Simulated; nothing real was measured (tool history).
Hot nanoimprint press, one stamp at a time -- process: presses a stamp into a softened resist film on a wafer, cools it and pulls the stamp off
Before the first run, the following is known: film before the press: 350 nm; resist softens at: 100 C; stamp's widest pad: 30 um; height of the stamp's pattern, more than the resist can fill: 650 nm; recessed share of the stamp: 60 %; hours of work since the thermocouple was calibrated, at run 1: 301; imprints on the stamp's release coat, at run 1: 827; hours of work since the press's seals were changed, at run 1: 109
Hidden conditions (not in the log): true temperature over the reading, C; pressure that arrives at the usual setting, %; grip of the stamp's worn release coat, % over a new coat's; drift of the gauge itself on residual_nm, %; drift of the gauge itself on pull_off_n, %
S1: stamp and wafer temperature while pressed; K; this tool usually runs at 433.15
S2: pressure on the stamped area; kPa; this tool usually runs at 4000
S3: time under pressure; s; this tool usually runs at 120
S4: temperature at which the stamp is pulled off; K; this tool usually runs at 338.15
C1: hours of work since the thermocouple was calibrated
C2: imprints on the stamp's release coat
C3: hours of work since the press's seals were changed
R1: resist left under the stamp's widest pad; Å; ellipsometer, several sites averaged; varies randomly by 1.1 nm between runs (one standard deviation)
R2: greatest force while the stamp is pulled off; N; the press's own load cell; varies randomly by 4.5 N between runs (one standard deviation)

{"run": 1, "hour": 0.0, "S1": 433.15, "S2": 4000, "S3": 120, "S4": 338.15, "C1": 301, "C2": 827, "C3": 109, "R1": 1728, "R2": 259}
{"run": 2, "hour": 8.8, "S1": 433.15, "S2": 4000, "S3": 120, "S4": 338.15, "C1": 307, "C2": 856, "C3": 115, "R1": 1757, "R2": 267}
{"run": 3, "hour": 16.0, "S1": 433.15, "S2": 4000, "S3": 120, "S4": 341.15, "C1": 312, "C2": 880, "C3": 120, "R1": 1723, "R2": 264}
{"run": 4, "hour": 21.7, "S1": 433.15, "S2": 4000, "S3": 62, "S4": 338.15, "C1": 316, "C2": 898, "C3": 124, "R1": 2160, "R2": 264}
{"run": 5, "hour": 30.1, "S1": 433.15, "S2": 4000, "S3": 120, "S4": 338.15, "C1": 322, "C2": 926, "C3": 130, "R1": 1736, "R2": 276}
{"run": 6, "hour": 36.4, "S1": 433.15, "S2": 5860, "S3": 120, "S4": 338.15, "C1": 326, "C2": 946, "C3": 134, "R1": 1455, "R2": 272}
{"run": 7, "hour": 47.0, "S1": 433.15, "S2": 5860, "S3": 120, "S4": 338.15, "C1": 334, "C2": 981, "C3": 142, "R1": 1466, "R2": 276}
{"run": 8, "hour": 52.2, "S1": 433.15, "S2": 5860, "S3": 120, "S4": 338.15, "C1": 337, "C2": 998, "C3": 145, "R1": 1469, "R2": 277}
{"run": 9, "hour": 59.7, "S1": 433.15, "S2": 3310, "S3": 120, "S4": 338.15, "C1": 343, "C2": 1022, "C3": 151, "R1": 1902, "R2": 267}
{"run": 10, "hour": 68.0, "S1": 433.15, "S2": 4000, "S3": 120, "S4": 338.15, "C1": 349, "C2": 1049, "C3": 157, "R1": 1763, "R2": 281}
{"run": 11, "hour": 77.7, "S1": 433.15, "S2": 4000, "S3": 120, "S4": 338.15, "C1": 355, "C2": 1081, "C3": 163, "R1": 1755, "R2": 277}
{"run": 12, "hour": 85.9, "S1": 433.15, "S2": 4000, "S3": 120, "S4": 338.15, "C1": 361, "C2": 1107, "C3": 169, "R1": 1741, "R2": 279}
{"run": 13, "hour": 92.1, "S1": 433.15, "S2": 4000, "S3": 120, "S4": 338.15, "C1": 366, "C2": 1128, "C3": 174, "R1": 1756, "R2": 275}
{"run": 14, "hour": 99.3, "S1": 433.15, "S2": 4000, "S3": 120, "S4": 338.15, "C1": 371, "C2": 1151, "C3": 179, "R1": 1733, "R2": 282}
{"run": 15, "hour": 104.2, "S1": 433.15, "S2": 2640, "S3": 120, "S4": 338.15, "C1": 374, "C2": 1167, "C3": 182, "R1": 2102, "R2": 272}
{"hour": 118.8, "done": "stamp cleaned and given a new release coat"}
{"run": 16, "hour": 118.9, "S1": 433.15, "S2": 6110, "S3": 120, "S4": 343.15, "C1": 380, "C2": 0, "C3": 188, "R1": 1446, "R2": 214}
{"run": 17, "hour": 127.1, "S1": 433.15, "S2": 6110, "S3": 120, "S4": 343.15, "C1": 386, "C2": 27, "C3": 194, "R1": 1441, "R2": 214}
{"run": 18, "hour": 133.6, "S1": 433.15, "S2": 6110, "S3": 120, "S4": 343.15, "C1": 391, "C2": 48, "C3": 199, "R1": 1456, "R2": 209}
{"run": 19, "hour": 143.5, "S1": 433.15, "S2": 6110, "S3": 120, "S4": 343.15, "C1": 398, "C2": 81, "C3": 206, "R1": 1456, "R2": 209}
{"run": 20, "hour": 152.5, "S1": 428.15, "S2": 3280, "S3": 67, "S4": 341.15, "C1": 404, "C2": 110, "C3": 212, "R1": 2556, "R2": 216}
{"run": 21, "hour": 158.2, "S1": 429.15, "S2": 4000, "S3": 166, "S4": 339.15, "C1": 408, "C2": 129, "C3": 216, "R1": 1781, "R2": 224}
{"run": 22, "hour": 165.7, "S1": 429.15, "S2": 4000, "S3": 166, "S4": 339.15, "C1": 413, "C2": 153, "C3": 221, "R1": 1792, "R2": 226}
{"run": 23, "hour": 175.3, "S1": 424.15, "S2": 4000, "S3": 120, "S4": 338.15, "C1": 420, "C2": 184, "C3": 228, "R1": 2317, "R2": 234}
{"run": 24, "hour": 184.3, "S1": 424.15, "S2": 5250, "S3": 136, "S4": 338.15, "C1": 426, "C2": 214, "C3": 234, "R1": 2034, "R2": 234}
{"run": 25, "hour": 189.3, "S1": 440.15, "S2": 5250, "S3": 136, "S4": 337.15, "C1": 430, "C2": 230, "C3": 238, "R1": 1188, "R2": 226}
{"run": 26, "hour": 199.6, "S1": 433.15, "S2": 4350, "S3": 120, "S4": 331.15, "C1": 437, "C2": 264, "C3": 245, "R1": 1693, "R2": 246}
{"run": 27, "hour": 210.0, "S1": 432.15, "S2": 2960, "S3": 119, "S4": 327.15, "C1": 445, "C2": 298, "C3": 253, "R1": 2040, "R2": 265}
{"run": 28, "hour": 220.5, "S1": 432.15, "S2": 2960, "S3": 119, "S4": 327.15, "C1": 452, "C2": 332, "C3": 260, "R1": 2061, "R2": 267}
{"run": 29, "hour": 225.7, "S1": 432.15, "S2": 2960, "S3": 119, "S4": 327.15, "C1": 456, "C2": 349, "C3": 264, "R1": 2081, "R2": 260}

3 ways to go on from here, each from the tool as it stands after run 29. What would each give?
{"run": "A", "hour": 231.5, "S1": 424.15, "S2": 2960, "S3": 119, "S4": 327.15, "C1": 460, "C2": 368, "C3": 268, "R1": "?", "R2": "?"}
{"run": "B", "hour": 231.5, "S1": 430.15, "S2": 4520, "S3": 119, "S4": 339.15, "C1": 460, "C2": 368, "C3": 268, "R1": "?", "R2": "?"}
{"run": "C", "hour": 231.5, "S1": 441.15, "S2": 3270, "S3": 119, "S4": 327.15, "C1": 460, "C2": 368, "C3": 268, "R1": "?", "R2": "?"}

run=A R1=2560 R2=272
run=B R1=1847 R2=239
run=C R1=1506 R2=261
Take away the tool's hidden state, keep each run's random variation, and the runs would have read:
run=A R1=2477 R2=249
run=B R1=1764 R2=219
run=C R1=1443 R2=239
